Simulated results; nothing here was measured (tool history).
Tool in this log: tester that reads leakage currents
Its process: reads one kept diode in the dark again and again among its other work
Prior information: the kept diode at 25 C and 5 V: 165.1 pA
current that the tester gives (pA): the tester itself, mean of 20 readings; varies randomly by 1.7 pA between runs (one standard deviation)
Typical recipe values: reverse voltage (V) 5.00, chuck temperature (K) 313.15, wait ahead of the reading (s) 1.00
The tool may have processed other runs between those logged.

run,day,reverse voltage (V),chuck temperature (K),wait ahead of the reading (s),current that the tester gives (pA)
1,0.000,5.00,313.15,1.00,546.38
2,0.842,5.00,313.15,1.00,547.35
3,2.129,1.58,313.15,1.00,303.88
4,3.067,1.58,313.15,1.00,303.47
5,4.062,5.00,313.15,1.00,542.19
6,5.092,5.00,313.15,1.00,543.08
7,6.000,5.00,313.15,1.00,545.74
8,7.179,5.00,313.15,1.00,545.00
9,8.417,5.00,313.15,1.00,539.01
10,9.225,5.00,313.15,1.00,541.34
11,10.521,5.00,313.15,1.00,541.91
12,11.275,5.00,313.15,8.27,538.49
13,12.550,5.00,312.15,1.00,496.70
14,13.392,5.00,313.15,0.96,536.11
15,13.996,5.00,313.15,0.96,538.61
16,15.004,5.00,313.15,0.96,538.90
17,15.725,5.00,313.15,0.60,538.83
18,16.654,5.00,313.15,1.00,537.65
19,17.379,5.00,313.15,1.00,538.35
20,18.542,5.00,313.15,1.00,536.55
21,19.129,2.68,323.15,1.00,815.80
22,19.879,18.70,329.15,2.71,3325.31
23,21.038,2.82,295.15,3.74,94.22
24,22.075,2.82,295.15,3.74,94.36
25,23.488,5.00,303.15,1.00,246.04
26,24.396,5.00,313.15,1.00,534.43
27,25.246,5.00,294.15,6.30,116.15
28,25.962,5.00,316.15,6.30,666.28
29,26.625,3.75,305.15,1.00,246.77
30,27.275,3.75,305.15,1.00,246.49
31,28.708,3.75,306.15,1.00,266.71
32,29.988,9.25,309.15,1.00,535.37
33,30.725,2.15,308.15,8.46,233.36
34,31.746,1.86,320.15,1.16,540.97
35,32.858,1.86,297.15,0.55,89.60
36,33.854,1.86,297.15,0.55,89.67
37,34.838,9.70,307.15,1.00,467.16

Run 38 has not been measured yet. What should we expect?
38,36.062,11.16,299.15,1.00,?

current that the tester gives (pA): 267.73
If the tool had no hidden condition, the same run with the same run-to-run variation would have returned current that the tester gives (pA) 272.56.
